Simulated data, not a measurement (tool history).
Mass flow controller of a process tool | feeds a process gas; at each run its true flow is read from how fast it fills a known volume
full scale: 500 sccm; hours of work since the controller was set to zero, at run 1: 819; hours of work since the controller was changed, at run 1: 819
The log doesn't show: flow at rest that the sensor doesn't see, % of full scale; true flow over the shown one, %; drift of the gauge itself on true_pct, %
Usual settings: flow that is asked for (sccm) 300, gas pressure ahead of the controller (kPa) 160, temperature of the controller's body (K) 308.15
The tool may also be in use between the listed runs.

run	hour	flow that is asked for (sccm)	gas pressure ahead of the controller (kPa)	temperature of the controller's body (K)	hours of work since the controller was set to zero	hours of work since the controller was changed	true flow (%)
1	0.0	300	160	308.15	819	819	99.50
2	42.2	300	160	308.15	842	842	99.61
3	100.0	114	160	308.15	875	875	99.17
4	178.0	300	217	308.15	918	918	99.68
5	223.3	300	217	308.15	943	943	99.78
6	269.8	300	160	298.15	969	969	99.37
7	353.1	300	160	308.15	1016	1016	99.65
8	420.9	300	160	308.15	1053	1053	99.60
9	504.1	300	160	308.15	1100	1100	99.76
10	554.2	300	160	294.15	1128	1128	99.37
11	608.1	300	160	294.15	1158	1158	99.54
12	681.4	300	160	294.15	1198	1198	99.45
13	753.5	300	160	304.15	1239	1239	99.77
14	812.2	300	160	304.15	1271	1271	99.69
15	861.4	93	160	308.15	1299	1299	100.10
16	907.9	300	160	308.15	1325	1325	99.72
17	956.9	300	160	296.15	1352	1352	99.71
18	1001.6	300	160	296.15	1377	1377	99.62
19	1043.8	70	153	299.15	1400	1400	100.57
20	1108.4	70	153	299.15	1436	1436	100.71
21	1165.3	359	272	301.15	1468	1468	100.37
22	1216.5	359	272	301.15	1496	1496	100.41
23	1258.3	194	166	308.15	1520	1520	99.83
24	1307.0	194	166	308.15	1547	1547	99.72
# hour 1313.3: controller's zero set anew
25	1355.2	300	251	300.15	23	1573	100.20
26	1421.6	51	251	301.15	60	1610	103.09
27	1471.5	369	179	306.15	88	1638	100.41
# hour 1480.8: controller's zero set anew, once more
28	1557.3	300	263	308.15	43	1686	99.67
29	1617.0	282	147	302.15	76	1719	98.88
30	1669.1	300	160	294.15	105	1748	99.03
31	1748.5	83	232	299.15	149	1792	98.49
32	1804.9	52	251	299.15	180	1823	98.44
33	1850.6	408	231	294.15	206	1849	99.78
34	1903.3	80	142	294.15	235	1878	98.14
35	1947.5	62	190	297.15	260	1903	98.57

5 ways to go on from here, each from the tool as it stands after run 35. What would each give?
A	2001.9	300	186	308.15	290	1933	?
B	2001.9	284	210	295.15	290	1933	?
C	2001.9	147	152	298.15	290	1933	?
D	2001.9	251	250	310.15	290	1933	?
E	2001.9	300	160	308.15	290	1933	?

run	true flow (%)
A	99.63
B	99.26
C	98.47
D	99.55
E	99.50
Without the tool's hidden state the same runs would have given:
run	true flow (%)
A	99.09
B	98.71
C	97.76
D	98.97
E	98.96
